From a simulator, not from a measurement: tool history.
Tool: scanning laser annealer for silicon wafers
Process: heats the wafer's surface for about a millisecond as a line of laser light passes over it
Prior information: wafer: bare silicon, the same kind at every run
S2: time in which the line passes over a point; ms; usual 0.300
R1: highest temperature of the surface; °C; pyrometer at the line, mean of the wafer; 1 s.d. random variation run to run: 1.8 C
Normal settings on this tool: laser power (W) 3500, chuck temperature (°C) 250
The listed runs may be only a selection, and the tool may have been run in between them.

{"run": 1, "hour": 0.0, "laser power (W)": 3500, "S2": 0.3, "chuck temperature (°C)": 250, "R1": 959}
{"run": 2, "hour": 27.9, "laser power (W)": 3500, "S2": 0.229, "chuck temperature (°C)": 250, "R1": 880}
{"run": 3, "hour": 78.6, "laser power (W)": 3500, "S2": 0.229, "chuck temperature (°C)": 250, "R1": 878}
{"run": 4, "hour": 105.6, "laser power (W)": 3592, "S2": 0.3, "chuck temperature (°C)": 250, "R1": 976}
{"hour": 115.2, "done": "optics aligned, line set to its width"}
{"run": 5, "hour": 141.0, "laser power (W)": 3500, "S2": 0.254, "chuck temperature (°C)": 250, "R1": 900}
{"run": 6, "hour": 172.6, "laser power (W)": 3500, "S2": 0.3, "chuck temperature (°C)": 252, "R1": 951}
{"run": 7, "hour": 197.2, "laser power (W)": 3252, "S2": 0.3, "chuck temperature (°C)": 250, "R1": 883}
{"run": 8, "hour": 241.6, "laser power (W)": 3252, "S2": 0.3, "chuck temperature (°C)": 250, "R1": 881}
{"run": 9, "hour": 277.3, "laser power (W)": 3252, "S2": 0.3, "chuck temperature (°C)": 250, "R1": 882}
{"run": 10, "hour": 334.6, "laser power (W)": 3500, "S2": 0.3, "chuck temperature (°C)": 250, "R1": 936}
{"hour": 377.6, "done": "optics aligned, line set to its width, once more"}
{"run": 11, "hour": 377.6, "laser power (W)": 3500, "S2": 0.3, "chuck temperature (°C)": 250, "R1": 948}
{"run": 12, "hour": 426.5, "laser power (W)": 3500, "S2": 0.3, "chuck temperature (°C)": 250, "R1": 941}
{"run": 13, "hour": 481.4, "laser power (W)": 3500, "S2": 0.3, "chuck temperature (°C)": 250, "R1": 940}
{"run": 14, "hour": 528.7, "laser power (W)": 3500, "S2": 0.3, "chuck temperature (°C)": 225, "R1": 913}
{"hour": 567.7, "done": "window over the wafer cleaned"}
{"run": 15, "hour": 589.2, "laser power (W)": 3500, "S2": 0.3, "chuck temperature (°C)": 225, "R1": 947}
{"run": 16, "hour": 642.6, "laser power (W)": 3500, "S2": 0.3, "chuck temperature (°C)": 225, "R1": 942}
{"run": 17, "hour": 693.6, "laser power (W)": 3500, "S2": 0.3, "chuck temperature (°C)": 225, "R1": 941}
{"run": 18, "hour": 740.3, "laser power (W)": 3500, "S2": 0.3, "chuck temperature (°C)": 225, "R1": 933}
{"run": 19, "hour": 785.0, "laser power (W)": 3500, "S2": 0.3, "chuck temperature (°C)": 225, "R1": 933}
{"run": 20, "hour": 825.5, "laser power (W)": 3500, "S2": 0.3, "chuck temperature (°C)": 250, "R1": 953}

Predict the results of run 21:
{"run": 21, "hour": 877.8, "laser power (W)": 3500, "S2": 0.3, "chuck temperature (°C)": 216, "R1": "?"}

R1: 916 °C
With no hidden state in the tool, this same run would have given R1 938 °C.

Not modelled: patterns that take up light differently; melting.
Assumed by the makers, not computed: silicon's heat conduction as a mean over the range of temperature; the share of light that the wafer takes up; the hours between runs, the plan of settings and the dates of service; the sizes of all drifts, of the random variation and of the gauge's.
